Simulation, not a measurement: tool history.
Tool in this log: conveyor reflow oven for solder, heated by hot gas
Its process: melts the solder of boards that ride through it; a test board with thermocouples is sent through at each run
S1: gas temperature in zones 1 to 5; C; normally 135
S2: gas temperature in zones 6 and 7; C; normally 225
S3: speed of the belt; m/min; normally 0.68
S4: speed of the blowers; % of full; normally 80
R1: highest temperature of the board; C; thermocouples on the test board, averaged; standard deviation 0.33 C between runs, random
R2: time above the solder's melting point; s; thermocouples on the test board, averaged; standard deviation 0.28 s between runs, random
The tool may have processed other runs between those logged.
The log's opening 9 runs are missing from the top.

run,hour,S1,S2,S3,S4,R1,R2
10,161.2,135,225,0.68,80,208.6,40.8
# hour 168.1: flux residue cleaned out of gas plates and filters
11,179.1,135,240,0.68,80,220.7,48.4
12,202.3,135,225,0.68,80,207.9,40.1
13,225.9,135,225,0.68,50,200.9,31.7
14,239.5,135,225,0.68,50,200.6,31.3
15,262.9,135,225,0.68,80,206.4,39.5
16,282.8,130,225,0.68,80,206.7,36.5
17,301.3,130,225,0.68,80,206.2,36.7
# hour 316.6: flux residue cleaned out of gas plates and filters, once more
18,328.7,133,222,0.61,71,207.6,45.3
19,347.4,133,222,0.61,71,207.1,45.1
20,371.2,133,222,0.61,71,207.5,44.7
21,394.2,133,222,0.61,71,207.9,45.2
22,406.7,133,222,0.61,71,207.5,44.3
23,425.1,135,234,0.68,80,217.3,47.2
24,444.6,135,234,0.68,80,217,46.6
25,466.4,135,237,0.65,80,220.9,51.3
26,483.6,132,230,0.58,77,216.7,54.1
27,497.9,132,230,0.58,77,216,54.5
28,510,125,230,0.804,60,200.2,23.7
29,524.6,125,230,0.804,60,200,23.6
30,547.6,147,232,0.611,62,216.3,55.5
31,559.2,132,234,0.68,80,215.2,45
32,570.8,132,232,0.707,80,212.7,41.2

Branching from run 32: 3 alternative next runs. What would each branch give?
A,591.5,136,232,0.815,74,?,?
B,591.5,135,225,0.576,80,?,?
C,591.5,138,217,0.626,80,?,?

run,R1,R2
A,207.4,31.9
B,212.1,52.5
C,203.6,41.4
Without the tool's unlogged condition, the same runs would have read:
run,R1,R2
A,211.7,34.2
B,216.3,54.5
C,207.7,44.5
